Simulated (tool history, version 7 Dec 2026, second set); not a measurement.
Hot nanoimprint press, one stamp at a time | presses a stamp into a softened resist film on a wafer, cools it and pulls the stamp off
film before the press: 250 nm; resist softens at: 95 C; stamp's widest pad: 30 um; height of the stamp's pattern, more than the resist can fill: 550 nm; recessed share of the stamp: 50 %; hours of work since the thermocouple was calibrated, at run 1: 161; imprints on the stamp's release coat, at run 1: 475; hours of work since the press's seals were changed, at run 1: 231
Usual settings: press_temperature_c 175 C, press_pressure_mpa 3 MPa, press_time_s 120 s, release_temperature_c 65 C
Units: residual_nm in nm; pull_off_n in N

run     day  press_temperature_c  press_pressure_mpa  press_time_s  release_temperature_c  hours of work since the thermocouple was calibrated  imprints on the stamp's release coat  hours of work since the press's seals were changed  residual_nm  pull_off_n
  1       0                  175                   3           120                     65                                                  161                                   475                                                 231        141.8         118
  2   2.967                  175                4.31           120                     65                                                  208                                   845                                                 278        123.6         133
  3       6                  183                   3           120                     65                                                  256                                  1224                                                 326        117.9         146
  4    7.75                  185                   3           120                     65                                                  284                                  1442                                                 353        110.8         160
       8.55  -- plate thermocouple calibrated
        9.6  -- stamp cleaned and given a new release coat
  5  10.638                  185                   3           120                     65                                                   29                                   129                                                 393        113.6         107
  6  13.533                  185                   3           120                     65                                                   75                                   490                                                 439        114.5         116
  7  15.412                  185                   3           120                     65                                                  104                                   725                                                 468        114.6         127
  8  16.988                  175                   3           120                     65                                                  129                                   921                                                 493        147.8         134
     17.504  -- plate thermocouple calibrated, once more
  9  19.229                  178                   3           112                     65                                                   27                                  1186                                                 527        134.6         142
 10   22.15                  178                   3           112                     65                                                   73                                  1550                                                 573          135         159
     22.917  -- stamp cleaned and given a new release coat
 11  23.821                  175                   3            75                     65                                                   96                                   113                                                 595        165.5         108
 12  25.771                  175                   3            75                     65                                                  127                                   357                                                 626          165         109
 13  27.433                  175                1.85           206                     65                                                  153                                   564                                                 652        144.7         120
 14  30.229                  175                1.85           206                     65                                                  197                                   913                                                 696        145.9         128
 15  33.462                  175                1.85           206                     64                                                  248                                  1316                                                 747          147         149

3 ways to go on from here, each from the tool as it stands after run 15. What would each give?
     36.162  -- stamp cleaned and given a new release coat
  A  36.454                  180                2.75           206                     51                                                  291                                    37                                                 791            ?           ?
     36.162  -- stamp cleaned and given a new release coat
  B  36.454                  175                3.83           120                     65                                                  291                                    37                                                 791            ?           ?
     36.162  -- stamp cleaned and given a new release coat
  C  36.454                  186                4.78           120                     65                                                  291                                    37                                                 791            ?           ?

run  residual_nm  pull_off_n
  A        110.2         115
  B        134.2         100
  C         89.8         100
Without the tool's hidden state the same runs would have given:
run  residual_nm  pull_off_n
  A        103.7         112
  B        125.9          97
  C         83.3          97
